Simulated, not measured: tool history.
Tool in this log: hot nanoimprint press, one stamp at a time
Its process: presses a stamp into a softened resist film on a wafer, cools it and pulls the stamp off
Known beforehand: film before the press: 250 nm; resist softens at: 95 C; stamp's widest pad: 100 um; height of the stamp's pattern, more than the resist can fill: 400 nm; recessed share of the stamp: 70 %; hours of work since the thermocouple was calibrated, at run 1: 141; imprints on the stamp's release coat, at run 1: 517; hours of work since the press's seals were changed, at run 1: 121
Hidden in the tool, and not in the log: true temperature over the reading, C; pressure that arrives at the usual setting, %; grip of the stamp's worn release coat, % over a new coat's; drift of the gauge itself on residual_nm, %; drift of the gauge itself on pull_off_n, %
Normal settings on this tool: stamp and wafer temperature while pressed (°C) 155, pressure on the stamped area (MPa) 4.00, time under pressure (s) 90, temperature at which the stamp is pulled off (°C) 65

run    day  stamp and wafer temperature while pressed (°C)  pressure on the stamped area (MPa)  time under pressure (s)  temperature at which the stamp is pulled off (°C)  hours of work since the thermocouple was calibrated  imprints on the stamp's release coat  hours of work since the press's seals were changed  resist left under the stamp's widest pad (angstrom)  greatest force while the stamp is pulled off (N)
  1  0.000                                             155                                4.00                       90                                                 65                                                  141                                   517                                                 121                                                 1536                                               246
  2  0.362                                             155                                4.00                       90                                                 65                                                  147                                   563                                                 127                                                 1518                                               246
  3  0.671                                             155                                4.00                       90                                                 65                                                  152                                   602                                                 132                                                 1535                                               258
  4  1.083                                             155                                4.00                       90                                                 65                                                  159                                   654                                                 139                                                 1532                                               251
  5  1.388                                             155                                4.00                       90                                                 65                                                  164                                   693                                                 144                                                 1529                                               264
  6  1.788                                             155                                4.00                       90                                                 65                                                  171                                   743                                                 151                                                 1537                                               271
  7  2.129                                             155                                4.00                       90                                                 65                                                  176                                   787                                                 157                                                 1537                                               276
  8  2.308                                             149                                4.00                       90                                                 65                                                  179                                   810                                                 160                                                 1910                                               270
  9  2.654                                             155                                4.00                       75                                                 65                                                  185                                   853                                                 165                                                 1610                                               273
 10  3.033                                             155                                4.00                       75                                                 50                                                  191                                   901                                                 172                                                 1624                                               330
     3.183  -- plate thermocouple calibrated
 11  3.462                                             155                                4.00                       75                                                 50                                                    5                                   940                                                 177                                                 1651                                               337
 12  3.725                                             155                                4.00                       75                                                 58                                                    9                                   973                                                 181                                                 1651                                               311
 13  3.933                                             155                                4.00                       75                                                 58                                                   12                                  1000                                                 184                                                 1648                                               310
     4.375  -- plate thermocouple calibrated, once more
 14  4.479                                             155                                4.00                       90                                                 65                                                    2                                  1053                                                 191                                                 1487                                               299
 15  4.858                                             155                                4.00                       90                                                 65                                                    8                                  1101                                                 198                                                 1486                                               289
 16  5.046                                             155                                4.00                       90                                                 65                                                   11                                  1125                                                 201                                                 1495                                               299
 17  5.308                                             155                                2.51                       90                                                 56                                                   15                                  1158                                                 205                                                 1824                                               330
 18  5.554                                             155                                2.51                       90                                                 56                                                   20                                  1189                                                 209                                                 1823                                               339
 19  5.871                                             155                                6.40                       90                                                 70                                                   25                                  1229                                                 214                                                 1182                                               276
 20  6.246                                             153                                3.39                       90                                                 66                                                   31                                  1277                                                 221                                                 1731                                               295
 21  6.442                                             153                                3.39                       90                                                 66                                                   34                                  1302                                                 224                                                 1746                                               308
 22  6.788                                             153                                3.39                       90                                                 66                                                   40                                  1345                                                 230                                                 1739                                               317
 23  7.138                                             153                                3.39                       90                                                 66                                                   46                                  1390                                                 235                                                 1730                                               317
 24  7.488                                             161                                3.39                       90                                                 60                                                   52                                  1434                                                 241                                                 1269                                               346
 25  7.788                                             161                                3.39                       90                                                 60                                                   57                                  1472                                                 246                                                 1274                                               355
 26  8.071                                             161                                2.75                       81                                                 60                                                   61                                  1508                                                 251                                                 1468                                               343
 27  8.321                                             155                                2.75                      118                                                 62                                                   65                                  1540                                                 255                                                 1651                                               338
 28  8.725                                             155                                4.00                       90                                                 64                                                   72                                  1591                                                 262                                                 1508                                               339
 29  8.971                                             143                                4.00                       90                                                 68                                                   76                                  1622                                                 266                                                 2204                                               333
     9.575  -- stamp cleaned and given a new release coat
 30  9.621                                             149                                6.11                      140                                                 59                                                   83                                     6                                                 272                                                 1422                                               221

Same runs, no hidden state in the tool, same run-to-run variation:
run  resist left under the stamp's widest pad (angstrom)  greatest force while the stamp is pulled off (N)
  1                                                 1495                                               202
  2                                                 1475                                               199
  3                                                 1490                                               205
  4                                                 1486                                               196
  5                                                 1481                                               203
  6                                                 1487                                               205
  7                                                 1485                                               207
  8                                                 1859                                               200
  9                                                 1556                                               199
 10                                                 1568                                               238
 11                                                 1566                                               238
 12                                                 1566                                               218
 13                                                 1561                                               215
 14                                                 1484                                               207
 15                                                 1481                                               197
 16                                                 1489                                               202
 17                                                 1820                                               221
 18                                                 1817                                               225
 19                                                 1166                                               180
 20                                                 1720                                               190
 21                                                 1734                                               198
 22                                                 1725                                               199
 23                                                 1716                                               197
 24                                                 1253                                               213
 25                                                 1258                                               215
 26                                                 1451                                               206
 27                                                 1633                                               201
 28                                                 1483                                               198
 29                                                 2187                                               194
 30                                                 1386                                               220
